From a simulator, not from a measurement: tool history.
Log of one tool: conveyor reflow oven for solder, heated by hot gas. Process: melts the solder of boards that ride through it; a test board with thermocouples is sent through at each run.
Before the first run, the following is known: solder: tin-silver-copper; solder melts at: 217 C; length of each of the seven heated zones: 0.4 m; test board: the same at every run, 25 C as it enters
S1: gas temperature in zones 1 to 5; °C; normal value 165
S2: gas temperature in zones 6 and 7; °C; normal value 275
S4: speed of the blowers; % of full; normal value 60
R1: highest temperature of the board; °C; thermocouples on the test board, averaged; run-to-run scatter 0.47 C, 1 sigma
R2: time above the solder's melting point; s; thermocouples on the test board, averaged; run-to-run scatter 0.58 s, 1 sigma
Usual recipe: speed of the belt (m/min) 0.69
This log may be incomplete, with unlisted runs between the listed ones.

Run 1, day 0: usual settings. Result: R1 251.8 °C, R2 47.5 s.
Run 2, day 0.596: usual settings. Result: R1 251.2 °C, R2 47.5 s.
Run 3, day 1.588: usual settings. Result: R1 250.5 °C, R2 46.5 s.
Run 4, day 2.038: usual settings. Result: R1 251.1 °C, R2 47.5 s.
Run 5, day 2.958: usual settings. Result: R1 251 °C, R2 46.9 s.
Run 6, day 3.404: usual settings. Result: R1 251.3 °C, R2 46.9 s.
Run 7, day 4.233: usual settings but S1 158 °C. Result: R1 249 °C, R2 44.5 s.
Run 8, day 4.871: usual settings but S1 158 °C. Result: R1 248.5 °C, R2 44.1 s.
Run 9, day 5.325: usual settings but S1 158 °C. Result: R1 248.5 °C, R2 43.6 s.
Run 10, day 5.888: usual settings but S1 158 °C. Result: R1 248.9 °C, R2 43.5 s.
Run 11, day 6.754: usual settings but S1 158 °C. Result: R1 249.3 °C, R2 43.6 s.
Run 12, day 7.525: usual settings but S1 158 °C. Result: R1 248.5 °C, R2 43.4 s.
Run 13, day 8.217: usual settings but S1 158 °C, speed of the belt (m/min) 0.574. Result: R1 254.9 °C, R2 59.8 s.
Run 14, day 8.675: usual settings but S1 158 °C, speed of the belt (m/min) 0.574. Result: R1 256.2 °C, R2 59.5 s.
At day 8.95: flux residue cleaned out of gas plates and filters.
Run 15, day 9.871: usual settings but S1 158 °C, speed of the belt (m/min) 0.574. Result: R1 255.4 °C, R2 58.8 s.
Run 16, day 10.65: usual settings but S1 158 °C, speed of the belt (m/min) 0.574. Result: R1 255.5 °C, R2 59.6 s.
Run 17, day 11.3: usual settings but S1 158 °C, speed of the belt (m/min) 0.574. Result: R1 254.5 °C, R2 59.1 s.
Run 18, day 12.025: usual settings but S1 158 °C, speed of the belt (m/min) 0.574. Result: R1 254.4 °C, R2 57.8 s.
Run 19, day 12.679: usual settings but S1 158 °C, S2 266 °C, speed of the belt (m/min) 0.574. Result: R1 247.1 °C, R2 52.3 s.
Run 20, day 13.625: usual settings but S1 160 °C, S2 280 °C, speed of the belt (m/min) 0.751. Result: R1 246.6 °C, R2 38.3 s.
Run 21, day 14.162: usual settings but S1 160 °C, S2 280 °C, speed of the belt (m/min) 0.751. Result: R1 247.6 °C, R2 38.1 s.
At day 14.538: flux residue cleaned out of gas plates and filters, once more.
Run 22, day 15.396: usual settings but speed of the belt (m/min) 0.586, S4 85 % of full. Result: R1 264.8 °C, R2 69 s.
Run 23, day 16.008: usual settings but speed of the belt (m/min) 0.563, S4 55 % of full. Result: R1 257.4 °C, R2 65.5 s.
Run 24, day 16.912: usual settings but speed of the belt (m/min) 0.563, S4 55 % of full. Result: R1 256.9 °C, R2 65 s.
Run 25, day 17.754: usual settings but speed of the belt (m/min) 0.563, S4 55 % of full. Result: R1 257.2 °C, R2 65.2 s.
Run 26, day 18.412: usual settings but S2 274 °C, speed of the belt (m/min) 0.585, S4 55 % of full. Result: R1 254.7 °C, R2 61.8 s.
Run 27, day 19.029: usual settings but S2 274 °C, speed of the belt (m/min) 0.585, S4 55 % of full. Result: R1 254.6 °C, R2 60.4 s.
Run 28, day 19.471: usual settings but S1 153 °C, S2 274 °C, speed of the belt (m/min) 0.709, S4 55 % of full. Result: R1 244.4 °C, R2 38.5 s.
Run 29, day 20.029: usual settings but S1 153 °C, S2 274 °C, speed of the belt (m/min) 0.709, S4 55 % of full. Result: R1 245.1 °C, R2 37.9 s.
Run 30, day 20.492: usual settings but S1 174 °C, speed of the belt (m/min) 0.671. Result: R1 254.3 °C, R2 55.1 s.
Run 31, day 21.225: usual settings but S1 174 °C, speed of the belt (m/min) 0.671. Result: R1 253.8 °C, R2 55.5 s.
Run 32, day 22.05: usual settings but S1 179 °C, S4 85 % of full. Result: R1 261.7 °C, R2 59.3 s.

For some of the steps in R1 from one run to the next: how much would appear even if the tool had no hidden state, given the settings, what came in and random variation, and how much remains for the hidden state plus any gauge scatter that the measured result and the result without hidden state don't share?
The tool's hidden condition here consists of: heat that the gas passes to the board, % of a clean oven's; belt's true speed, % of the reading; true gas temperature in zones 6 and 7 over the reading, C; drift of the gauge itself on peak_c, C; drift of the gauge itself on liquid_s, %.
Run 14 -> 15: flux residue cleaned out of gas plates and filters. R1 -0.8 °C: hidden state -1, all else +0.2.
Run 19 -> 20: S1 158 -> 160, S2 266 -> 280, speed of the belt (m/min) 0.574 -> 0.751. R1 -0.5 °C: hidden state -1.6, all else +1.1.
Run 21 -> 22: S1 160 -> 165, S2 280 -> 275, speed of the belt (m/min) 0.751 -> 0.586, S4 60 -> 85, flux residue cleaned out of gas plates and filters, once more. R1 +17.2 °C: hidden state +4.9, all else +12.3.
Run 27 -> 28: S1 165 -> 153, speed of the belt (m/min) 0.585 -> 0.709. R1 -10.2 °C: hidden state -0.1, all else -10.1.
Run 29 -> 30: S1 153 -> 174, S2 274 -> 275, speed of the belt (m/min) 0.709 -> 0.671, S4 55 -> 60. R1 +9.2 °C: hidden state +0, all else +9.2.
